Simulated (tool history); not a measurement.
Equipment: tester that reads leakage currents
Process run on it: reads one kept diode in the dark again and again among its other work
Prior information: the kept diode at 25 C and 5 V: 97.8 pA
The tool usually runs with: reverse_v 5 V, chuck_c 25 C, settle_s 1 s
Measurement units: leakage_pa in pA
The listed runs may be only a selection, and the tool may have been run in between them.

run 1 hour=0 | reverse_v=5 chuck_c=25 settle_s=1 | leakage_pa=113.72
run 2 hour=117 | reverse_v=5 chuck_c=25 settle_s=1 | leakage_pa=113.66
run 3 hour=244.5 | reverse_v=5 chuck_c=25 settle_s=1 | leakage_pa=116.03
run 4 hour=408.3 | reverse_v=5 chuck_c=25 settle_s=1 | leakage_pa=117.4
run 5 hour=493.7 | reverse_v=17.69 chuck_c=25 settle_s=1 | leakage_pa=251.38
run 6 hour=626.6 | reverse_v=5 chuck_c=50 settle_s=1 | leakage_pa=712.94
-- hour=658.4 chuck's temperature calibrated
run 7 hour=772.8 | reverse_v=5 chuck_c=50 settle_s=1 | leakage_pa=639.15
run 8 hour=930.6 | reverse_v=5 chuck_c=38 settle_s=1 | leakage_pa=278.69
run 9 hour=1000.1 | reverse_v=13.34 chuck_c=25 settle_s=1 | leakage_pa=193.61
run 10 hour=1112.5 | reverse_v=13.34 chuck_c=25 settle_s=1 | leakage_pa=196
run 11 hour=1193.8 | reverse_v=5.28 chuck_c=25 settle_s=1 | leakage_pa=112.16
run 12 hour=1317.6 | reverse_v=18.61 chuck_c=25 settle_s=1 | leakage_pa=245.19
run 13 hour=1401.7 | reverse_v=18.2 chuck_c=42 settle_s=0.48 | leakage_pa=826.39
run 14 hour=1516.6 | reverse_v=16.46 chuck_c=31 settle_s=0.52 | leakage_pa=361.09
run 15 hour=1640.8 | reverse_v=2.03 chuck_c=48 settle_s=2.76 | leakage_pa=345.55
run 16 hour=1799.1 | reverse_v=5 chuck_c=28 settle_s=2.45 | leakage_pa=140.59
run 17 hour=1941.4 | reverse_v=19.99 chuck_c=22 settle_s=2.81 | leakage_pa=212.22
run 18 hour=2033 | reverse_v=1.61 chuck_c=21 settle_s=1 | leakage_pa=43.1
run 19 hour=2102.1 | reverse_v=4.02 chuck_c=32 settle_s=6.67 | leakage_pa=169.87
run 20 hour=2202.5 | reverse_v=1.65 chuck_c=30 settle_s=1.72 | leakage_pa=87.2
run 21 hour=2367.3 | reverse_v=12.05 chuck_c=60 settle_s=3.23 | leakage_pa=2230.47
run 22 hour=2523.4 | reverse_v=17.5 chuck_c=50 settle_s=5.06 | leakage_pa=1463.23
run 23 hour=2610.9 | reverse_v=1.21 chuck_c=25 settle_s=1.93 | leakage_pa=51.36

Expected results for the next run?
run 24 hour=2679.3 | reverse_v=1.21 chuck_c=25 settle_s=1.93 | leakage_pa=?

leakage_pa: 51.53 pA
Take away the tool's hidden state, keep the run-to-run variation as it was, and the same run would have given leakage_pa 43.33 pA.
